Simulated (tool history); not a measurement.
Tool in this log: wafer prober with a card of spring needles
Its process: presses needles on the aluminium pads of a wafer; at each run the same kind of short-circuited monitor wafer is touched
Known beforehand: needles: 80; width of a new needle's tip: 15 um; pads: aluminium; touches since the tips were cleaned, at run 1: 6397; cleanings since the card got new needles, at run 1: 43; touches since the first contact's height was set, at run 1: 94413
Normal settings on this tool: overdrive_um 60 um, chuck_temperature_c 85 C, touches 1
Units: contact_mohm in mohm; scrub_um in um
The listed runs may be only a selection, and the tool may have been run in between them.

run   hour  overdrive_um  chuck_temperature_c  touches  touches since the tips were cleaned  cleanings since the card got new needles  touches since the first contact's height was set  contact_mohm  scrub_um
  1      0            60                   85        1                                 6397                                        43                                             94413           272     9.464
       2.8  -- tips cleaned on abrasive film
       6.8  -- height of the first contact set anew
  2     14            60                   85        1                                 6009                                        44                                              3944           285     9.525
      18.2  -- tips cleaned on abrasive film
  3     23            60                  116        1                                 2668                                        45                                              8840           272     9.529
      33.3  -- tips cleaned on abrasive film
      34.7  -- tips cleaned on abrasive film, once more
  4   37.3            60                  116        1                                 1392                                        47                                             16580           266     9.511
      49.7  -- tips cleaned on abrasive film
  5   52.6            60                  116        1                                 1596                                        48                                             24970           270     9.495
      63.7  -- tips cleaned on abrasive film
  6   63.9            60                   85        1                                   94                                        49                                             31131           255     9.513
  7   76.8            60                   85        1                                 7206                                        49                                             38243           275     9.486
      78.6  -- tips cleaned on abrasive film
  8   88.5            60                   85        1                                 5433                                        50                                             44613           273     9.499
      92.7  -- tips cleaned on abrasive film
  9   98.2            60                   85        1                                 3037                                        51                                             49910           267     9.478
 10    106            60                   85        1                                 7328                                        51                                             54201           274     9.498
     107.7  -- tips cleaned on abrasive film
 11  116.2            60                   85        1                                 4692                                        52                                             59758           271     9.482
     121.9  -- tips cleaned on abrasive film
 12  126.9            60                   85        1                                 2737                                        53                                             65593           263     9.477
 13  134.8            60                   85        1                                 7094                                        53                                             69950           276     9.473
     136.3  -- tips cleaned on abrasive film
 14  145.9            60                   31        1                                 5304                                        54                                             76014           256     9.454
     151.7  -- tips cleaned on abrasive film
 15  159.1            60                   31        1                                 4102                                        55                                             83212           254     9.469
     166.4  -- tips cleaned on abrasive film
 16  174.6            60                   31        1                                 4478                                        56                                             91668           256     9.464
     181.4  -- tips cleaned on abrasive film
       186  -- height of the first contact set anew
 17  189.7            60                   31        1                                 4414                                        57                                              2061           257     9.528
     195.8  -- tips cleaned on abrasive film
 18    200            60                   31        1                                 2304                                        58                                              7631           250     9.508
     210.1  -- tips cleaned on abrasive film
 19  211.3            45                   27        2                                  663                                        59                                             13797           250     7.136
       225  -- tips cleaned on abrasive film
 20  228.2            60                   85        2                                 1739                                        60                                             23044           259      9.51
 21  236.6            69                   25        1                                 6390                                        60                                             27695           250    10.927
     239.4  -- tips cleaned on abrasive film
 22  252.5            77                   61        1                                 7213                                        61                                             36412           261    12.211
     254.1  -- tips cleaned on abrasive film
       269  -- tips cleaned on abrasive film
 23    270            53                   85        1                                  542                                        63                                             45882           264     8.387
       283  -- tips cleaned on abrasive film
 24    283            60                   74        1                                    0                                        64                                             53031           254     9.476
     297.6  -- tips cleaned on abrasive film
 25  300.2            64                   28        1                                 1425                                        65                                             62435           244    10.115
     312.4  -- tips cleaned on abrasive film
 26  318.7            51                  116        2                                 3464                                        66                                             72539           279     8.047
     327.7  -- tips cleaned on abrasive film
 27  334.9            63                   43        1                                 3977                                        67                                             81418           256     9.942
     341.8  -- tips cleaned on abrasive film
 28  352.9            68                   50        3                                 6095                                        68                                             91268           249    10.737
     357.1  -- tips cleaned on abrasive film
 29  361.9            68                   60        3                                 2650                                        69                                             96181           251     10.72
     364.8  -- height of the first contact set anew
     371.8  -- tips cleaned on abrasive film
 30  380.1            45                   64        3                                 4578                                        70                                              8392           266     7.146
     386.5  -- tips cleaned on abrasive film
 31  399.3            59                   29        1                                 7074                                        71                                             18884           261     9.354
       401  -- tips cleaned on abrasive film
 32  410.6            78                   31        3                                 5295                                        72                                             25029           238    12.367
     416.1  -- tips cleaned on abrasive film
 33  425.8            40                   35        2                                 5322                                        73                                             33334           279     6.336

Below are 4 alternative next runs, each starting from the tool's condition after run 33. Predict each:
     430.1  -- tips cleaned on abrasive film
  A  436.7            41                   35        2                                 3586                                        74                                             39277             ?         ?
     430.1  -- tips cleaned on abrasive film
  B  436.7            40                   27        1                                 3586                                        74                                             39277             ?         ?
     430.1  -- tips cleaned on abrasive film
  C  436.7            59                   85        3                                 3586                                        74                                             39277             ?         ?
     430.1  -- tips cleaned on abrasive film
  D  436.7            64                   85        1                                 3586                                        74                                             39277             ?         ?

run  contact_mohm  scrub_um
  A           271     6.468
  B           280     6.336
  C           261      9.35
  D           264    10.138
What these runs would have given with no unlogged condition in the tool:
run  contact_mohm  scrub_um
  A           249     6.504
  B           243     6.371
  C           253     9.385
  D           250    10.173
